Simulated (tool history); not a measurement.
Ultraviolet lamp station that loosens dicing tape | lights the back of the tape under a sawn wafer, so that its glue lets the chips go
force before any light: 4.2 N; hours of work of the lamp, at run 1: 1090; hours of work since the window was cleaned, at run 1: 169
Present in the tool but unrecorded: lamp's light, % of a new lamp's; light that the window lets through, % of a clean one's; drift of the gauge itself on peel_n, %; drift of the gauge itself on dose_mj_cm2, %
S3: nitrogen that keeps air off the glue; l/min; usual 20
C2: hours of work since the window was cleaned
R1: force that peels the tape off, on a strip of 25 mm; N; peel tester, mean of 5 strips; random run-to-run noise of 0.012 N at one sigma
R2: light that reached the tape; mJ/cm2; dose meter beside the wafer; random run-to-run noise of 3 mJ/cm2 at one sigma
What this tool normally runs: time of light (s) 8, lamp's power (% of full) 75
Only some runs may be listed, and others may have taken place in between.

{"run": 1, "hour": 0.0, "time of light (s)": 8, "lamp's power (% of full)": 75, "S3": 20, "hours of work of the lamp": 1090, "C2": 169, "R1": 0.752, "R2": 374}
{"run": 2, "hour": 29.1, "time of light (s)": 8, "lamp's power (% of full)": 75, "S3": 20, "hours of work of the lamp": 1103, "C2": 181, "R1": 0.747, "R2": 370}
{"run": 3, "hour": 57.3, "time of light (s)": 8, "lamp's power (% of full)": 75, "S3": 21, "hours of work of the lamp": 1115, "C2": 193, "R1": 0.752, "R2": 365}
{"run": 4, "hour": 100.0, "time of light (s)": 8, "lamp's power (% of full)": 75, "S3": 21, "hours of work of the lamp": 1134, "C2": 212, "R1": 0.77, "R2": 359}
{"run": 5, "hour": 159.6, "time of light (s)": 8, "lamp's power (% of full)": 75, "S3": 20, "hours of work of the lamp": 1159, "C2": 238, "R1": 0.821, "R2": 358}
{"run": 6, "hour": 188.2, "time of light (s)": 8, "lamp's power (% of full)": 75, "S3": 20, "hours of work of the lamp": 1172, "C2": 250, "R1": 0.783, "R2": 355}
{"run": 7, "hour": 227.0, "time of light (s)": 8, "lamp's power (% of full)": 75, "S3": 20, "hours of work of the lamp": 1188, "C2": 267, "R1": 0.814, "R2": 353}
{"run": 8, "hour": 285.2, "time of light (s)": 8, "lamp's power (% of full)": 63, "S3": 20, "hours of work of the lamp": 1214, "C2": 292, "R1": 1.043, "R2": 291}
{"run": 9, "hour": 324.5, "time of light (s)": 8, "lamp's power (% of full)": 66, "S3": 20, "hours of work of the lamp": 1230, "C2": 309, "R1": 0.989, "R2": 307}
{"run": 10, "hour": 366.9, "time of light (s)": 8, "lamp's power (% of full)": 66, "S3": 20, "hours of work of the lamp": 1249, "C2": 327, "R1": 1.01, "R2": 302}
{"run": 11, "hour": 398.7, "time of light (s)": 8, "lamp's power (% of full)": 66, "S3": 20, "hours of work of the lamp": 1263, "C2": 341, "R1": 1, "R2": 301}
{"run": 12, "hour": 438.9, "time of light (s)": 8, "lamp's power (% of full)": 66, "S3": 20, "hours of work of the lamp": 1280, "C2": 358, "R1": 1.038, "R2": 300}
{"run": 13, "hour": 473.3, "time of light (s)": 8, "lamp's power (% of full)": 66, "S3": 20, "hours of work of the lamp": 1295, "C2": 373, "R1": 1.029, "R2": 291}
{"run": 14, "hour": 508.0, "time of light (s)": 8, "lamp's power (% of full)": 66, "S3": 20, "hours of work of the lamp": 1310, "C2": 388, "R1": 1.064, "R2": 286}
{"run": 15, "hour": 555.5, "time of light (s)": 8, "lamp's power (% of full)": 66, "S3": 20, "hours of work of the lamp": 1330, "C2": 409, "R1": 1.027, "R2": 286}
{"run": 16, "hour": 608.6, "time of light (s)": 8, "lamp's power (% of full)": 66, "S3": 10, "hours of work of the lamp": 1353, "C2": 432, "R1": 1.421, "R2": 284}
{"run": 17, "hour": 663.9, "time of light (s)": 8, "lamp's power (% of full)": 66, "S3": 10, "hours of work of the lamp": 1377, "C2": 455, "R1": 1.443, "R2": 282}
{"hour": 670.2, "done": "window cleaned of glue's vapour"}
{"run": 18, "hour": 697.3, "time of light (s)": 8, "lamp's power (% of full)": 66, "S3": 10, "hours of work of the lamp": 1391, "C2": 12, "R1": 1.6, "R2": 255}
{"run": 19, "hour": 737.0, "time of light (s)": 8, "lamp's power (% of full)": 66, "S3": 10, "hours of work of the lamp": 1408, "C2": 29, "R1": 1.623, "R2": 255}
{"run": 20, "hour": 764.4, "time of light (s)": 8, "lamp's power (% of full)": 63, "S3": 20, "hours of work of the lamp": 1420, "C2": 41, "R1": 1.338, "R2": 245}
{"run": 21, "hour": 827.9, "time of light (s)": 8, "lamp's power (% of full)": 75, "S3": 20, "hours of work of the lamp": 1448, "C2": 68, "R1": 1.066, "R2": 289}
{"run": 22, "hour": 889.8, "time of light (s)": 8, "lamp's power (% of full)": 90, "S3": 20, "hours of work of the lamp": 1474, "C2": 95, "R1": 0.905, "R2": 337}
{"hour": 898.7, "done": "window cleaned of glue's vapour, once more"}
{"run": 23, "hour": 919.6, "time of light (s)": 8, "lamp's power (% of full)": 90, "S3": 20, "hours of work of the lamp": 1487, "C2": 9, "R1": 0.596, "R2": 438}
{"run": 24, "hour": 951.8, "time of light (s)": 8, "lamp's power (% of full)": 79, "S3": 20, "hours of work of the lamp": 1501, "C2": 23, "R1": 0.724, "R2": 384}
{"run": 25, "hour": 997.8, "time of light (s)": 9, "lamp's power (% of full)": 75, "S3": 9, "hours of work of the lamp": 1521, "C2": 43, "R1": 1.03, "R2": 406}
{"run": 26, "hour": 1058.1, "time of light (s)": 5, "lamp's power (% of full)": 78, "S3": 7, "hours of work of the lamp": 1547, "C2": 69, "R1": 1.942, "R2": 237}
{"run": 27, "hour": 1091.8, "time of light (s)": 5, "lamp's power (% of full)": 95, "S3": 17, "hours of work of the lamp": 1561, "C2": 83, "R1": 1.164, "R2": 277}
{"run": 28, "hour": 1135.8, "time of light (s)": 12, "lamp's power (% of full)": 89, "S3": 7, "hours of work of the lamp": 1580, "C2": 102, "R1": 0.653, "R2": 616}
{"run": 29, "hour": 1187.1, "time of light (s)": 6, "lamp's power (% of full)": 61, "S3": 20, "hours of work of the lamp": 1603, "C2": 125, "R1": 1.497, "R2": 211}
{"run": 30, "hour": 1239.3, "time of light (s)": 5, "lamp's power (% of full)": 86, "S3": 20, "hours of work of the lamp": 1625, "C2": 147, "R1": 1.284, "R2": 250}
{"run": 31, "hour": 1280.3, "time of light (s)": 8, "lamp's power (% of full)": 85, "S3": 20, "hours of work of the lamp": 1643, "C2": 165, "R1": 0.721, "R2": 382}
{"run": 32, "hour": 1337.3, "time of light (s)": 8, "lamp's power (% of full)": 85, "S3": 20, "hours of work of the lamp": 1667, "C2": 189, "R1": 0.736, "R2": 380}
{"run": 33, "hour": 1385.8, "time of light (s)": 8, "lamp's power (% of full)": 85, "S3": 13, "hours of work of the lamp": 1688, "C2": 210, "R1": 0.939, "R2": 380}
{"run": 34, "hour": 1422.9, "time of light (s)": 5, "lamp's power (% of full)": 75, "S3": 7, "hours of work of the lamp": 1704, "C2": 226, "R1": 2.129, "R2": 206}
{"run": 35, "hour": 1461.1, "time of light (s)": 4, "lamp's power (% of full)": 85, "S3": 6, "hours of work of the lamp": 1721, "C2": 243, "R1": 2.443, "R2": 184}
{"run": 36, "hour": 1512.4, "time of light (s)": 8, "lamp's power (% of full)": 81, "S3": 23, "hours of work of the lamp": 1743, "C2": 265, "R1": 0.767, "R2": 344}
{"run": 37, "hour": 1543.5, "time of light (s)": 8, "lamp's power (% of full)": 74, "S3": 20, "hours of work of the lamp": 1757, "C2": 278, "R1": 0.941, "R2": 314}
{"run": 38, "hour": 1591.1, "time of light (s)": 5, "lamp's power (% of full)": 85, "S3": 33, "hours of work of the lamp": 1777, "C2": 299, "R1": 1.223, "R2": 224}
{"run": 39, "hour": 1639.6, "time of light (s)": 6, "lamp's power (% of full)": 75, "S3": 23, "hours of work of the lamp": 1798, "C2": 320, "R1": 1.312, "R2": 234}
{"run": 40, "hour": 1700.3, "time of light (s)": 6, "lamp's power (% of full)": 75, "S3": 23, "hours of work of the lamp": 1824, "C2": 346, "R1": 1.298, "R2": 236}
{"run": 41, "hour": 1748.3, "time of light (s)": 6, "lamp's power (% of full)": 75, "S3": 23, "hours of work of the lamp": 1845, "C2": 367, "R1": 1.348, "R2": 233}
{"hour": 1773.1, "done": "lamp changed"}
{"run": 42, "hour": 1780.0, "time of light (s)": 9, "lamp's power (% of full)": 88, "S3": 8, "hours of work of the lamp": 3, "C2": 380, "R1": 0.801, "R2": 507}
{"run": 43, "hour": 1821.8, "time of light (s)": 5, "lamp's power (% of full)": 77, "S3": 24, "hours of work of the lamp": 21, "C2": 398, "R1": 1.159, "R2": 248}

Here are 3 independent what-if runs from the current tool condition. What would each one return?
{"run": "A", "hour": 1867.3, "time of light (s)": 5, "lamp's power (% of full)": 94, "S3": 11, "hours of work of the lamp": 41, "C2": 418, "R1": "?", "R2": "?"}
{"run": "B", "hour": 1867.3, "time of light (s)": 5, "lamp's power (% of full)": 73, "S3": 6, "hours of work of the lamp": 41, "C2": 418, "R1": "?", "R2": "?"}
{"run": "C", "hour": 1867.3, "time of light (s)": 5, "lamp's power (% of full)": 99, "S3": 20, "hours of work of the lamp": 41, "C2": 418, "R1": "?", "R2": "?"}

run=A R1=1.346 R2=298
run=B R1=2.035 R2=231
run=C R1=0.936 R2=312
Stripped of hidden state, with their random variation kept, the same runs would have yielded:
run=A R1=1.117 R2=350
run=B R1=1.8 R2=271
run=C R1=0.746 R2=367
